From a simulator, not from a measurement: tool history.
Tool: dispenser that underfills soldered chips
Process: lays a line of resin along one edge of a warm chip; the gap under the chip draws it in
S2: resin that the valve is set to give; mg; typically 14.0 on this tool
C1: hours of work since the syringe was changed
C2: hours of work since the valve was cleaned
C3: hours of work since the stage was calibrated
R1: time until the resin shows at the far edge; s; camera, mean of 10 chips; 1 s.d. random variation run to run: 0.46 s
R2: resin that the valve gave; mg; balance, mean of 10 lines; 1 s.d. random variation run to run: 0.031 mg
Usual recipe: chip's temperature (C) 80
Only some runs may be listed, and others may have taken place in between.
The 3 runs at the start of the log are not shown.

{"hour": 20.6, "done": "new syringe of resin"}
{"run": 4, "hour": 25.5, "chip's temperature (C)": 78, "S2": 14.0, "C1": 4, "C2": 63, "C3": 481, "R1": 49.5, "R2": 13.67}
{"hour": 30.3, "done": "new syringe of resin"}
{"hour": 39.4, "done": "new syringe of resin"}
{"run": 5, "hour": 40.8, "chip's temperature (C)": 78, "S2": 14.0, "C1": 1, "C2": 73, "C3": 491, "R1": 38.1, "R2": 13.63}
{"hour": 48.3, "done": "new syringe of resin"}
{"run": 6, "hour": 48.5, "chip's temperature (C)": 78, "S2": 14.0, "C1": 0, "C2": 79, "C3": 497, "R1": 36.6, "R2": 13.54}
{"run": 7, "hour": 55.8, "chip's temperature (C)": 78, "S2": 14.0, "C1": 5, "C2": 84, "C3": 502, "R1": 57.8, "R2": 13.53}
{"hour": 57.6, "done": "new syringe of resin"}
{"hour": 61.1, "done": "dispensing valve cleaned and set on the balance"}
{"run": 8, "hour": 65.2, "chip's temperature (C)": 80, "S2": 14.0, "C1": 5, "C2": 3, "C3": 508, "R1": 50.9, "R2": 13.95}
{"hour": 67.8, "done": "new syringe of resin"}
{"hour": 76.6, "done": "new syringe of resin"}
{"run": 9, "hour": 80.2, "chip's temperature (C)": 80, "S2": 14.0, "C1": 3, "C2": 14, "C3": 519, "R1": 41.3, "R2": 13.88}
{"hour": 85.8, "done": "new syringe of resin"}
{"run": 10, "hour": 91.5, "chip's temperature (C)": 80, "S2": 14.0, "C1": 4, "C2": 22, "C3": 527, "R1": 46.3, "R2": 13.84}
{"hour": 94.4, "done": "new syringe of resin"}
{"run": 11, "hour": 102.5, "chip's temperature (C)": 80, "S2": 14.0, "C1": 6, "C2": 29, "C3": 534, "R1": 55.4, "R2": 13.8}
{"hour": 103.6, "done": "new syringe of resin"}
{"hour": 112.2, "done": "new syringe of resin"}
{"run": 12, "hour": 112.2, "chip's temperature (C)": 80, "S2": 14.0, "C1": 0, "C2": 36, "C3": 541, "R1": 32.0, "R2": 13.78}
{"hour": 120.8, "done": "stage's temperature calibrated"}
{"hour": 122.5, "done": "new syringe of resin"}
{"run": 13, "hour": 129.5, "chip's temperature (C)": 80, "S2": 14.0, "C1": 5, "C2": 48, "C3": 6, "R1": 56.3, "R2": 13.78}
{"hour": 131.0, "done": "new syringe of resin"}
{"hour": 140.1, "done": "new syringe of resin"}
{"run": 14, "hour": 145.5, "chip's temperature (C)": 80, "S2": 12.9, "C1": 4, "C2": 59, "C3": 17, "R1": 50.2, "R2": 12.62}
{"hour": 149.4, "done": "new syringe of resin"}
{"hour": 158.0, "done": "new syringe of resin"}
{"run": 15, "hour": 160.4, "chip's temperature (C)": 80, "S2": 12.9, "C1": 2, "C2": 69, "C3": 28, "R1": 41.0, "R2": 12.49}
{"hour": 167.2, "done": "new syringe of resin"}
{"run": 16, "hour": 173.7, "chip's temperature (C)": 80, "S2": 14.0, "C1": 5, "C2": 79, "C3": 37, "R1": 52.4, "R2": 13.54}
{"hour": 176.3, "done": "new syringe of resin"}
{"run": 17, "hour": 182.7, "chip's temperature (C)": 85, "S2": 16.4, "C1": 5, "C2": 85, "C3": 44, "R1": 40.9, "R2": 15.8}
{"hour": 185.2, "done": "new syringe of resin"}
{"hour": 186.2, "done": "dispensing valve cleaned and set on the balance"}
{"hour": 194.8, "done": "new syringe of resin"}
{"run": 18, "hour": 199.6, "chip's temperature (C)": 78, "S2": 14.0, "C1": 3, "C2": 10, "C3": 55, "R1": 52.8, "R2": 13.94}
{"hour": 204.3, "done": "new syringe of resin"}
{"run": 19, "hour": 206.5, "chip's temperature (C)": 85, "S2": 14.6, "C1": 2, "C2": 14, "C3": 60, "R1": 31.6, "R2": 14.42}
{"hour": 213.3, "done": "new syringe of resin"}
{"run": 20, "hour": 213.6, "chip's temperature (C)": 75, "S2": 17.7, "C1": 0, "C2": 19, "C3": 65, "R1": 42.7, "R2": 17.46}
{"hour": 221.8, "done": "new syringe of resin"}
{"hour": 230.4, "done": "new syringe of resin"}
{"run": 21, "hour": 230.4, "chip's temperature (C)": 75, "S2": 17.7, "C1": 0, "C2": 31, "C3": 76, "R1": 42.3, "R2": 17.45}
{"hour": 239.6, "done": "new syringe of resin"}
{"run": 22, "hour": 241.6, "chip's temperature (C)": 87, "S2": 17.2, "C1": 1, "C2": 39, "C3": 84, "R1": 27.3, "R2": 16.85}

Estimate the outcome of run 23 from the log above:
{"hour": 248.4, "done": "new syringe of resin"}
{"run": 23, "hour": 249.7, "chip's temperature (C)": 75, "S2": 12.3, "C1": 1, "C2": 45, "C3": 90, "R1": "?", "R2": "?"}

Run 23 measured R1 48.4 s, R2 12.04 mg.
Minus the tool's unlogged condition, the same run would have read R1 44.7 s, R2 12.29 mg.
